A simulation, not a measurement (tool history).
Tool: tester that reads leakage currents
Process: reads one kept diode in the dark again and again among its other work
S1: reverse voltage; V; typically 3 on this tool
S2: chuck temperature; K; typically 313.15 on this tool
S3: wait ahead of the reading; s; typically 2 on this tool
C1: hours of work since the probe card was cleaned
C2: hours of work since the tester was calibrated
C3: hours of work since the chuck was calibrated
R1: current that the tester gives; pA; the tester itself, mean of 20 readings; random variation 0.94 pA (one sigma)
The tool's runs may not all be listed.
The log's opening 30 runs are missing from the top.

run    hour    S1      S2    S3    C1    C2   C3      R1
 31  1003.8  1.81  313.15  1.41  2426  1533  229  252.89
 32  1041.3  1.81  313.15  1.27  2448  1555  251  251.35
 33  1074.3  1.81  313.15  1.27  2468  1575  271  250.91
 34  1098.9  1.81  313.15  1.27  2483  1589  286   250.9
 35  1126.9  2.04  325.15   0.3  2500  1606  303  707.63
 36  1146.8  2.04  325.15   0.3  2512  1618  315  709.12
 37  1178.4  2.04  325.15   0.3  2530  1637  333  705.67
 38  1221.4  1.21  325.15  4.31  2556  1663  359   585.7

Branching from run 38: 4 alternative next runs. What would each branch give?
  A  1259.8     3  302.15  1.02  2579  1686  382   ?
  B  1259.8  2.61  300.15  8.97  2579  1686  382   ?
  C  1259.8     3  313.15  2.53  2579  1686  382   ?
  D  1259.8  3.78  313.15     2  2579  1686  382   ?

run      R1
  A  111.47
  B   87.54
  C  296.74
  D  321.82
Take away the tool's hidden state, keep each run's random variation, and the runs would have read:
run      R1
  A  116.83
  B   91.77
  C  311.53
  D  337.71
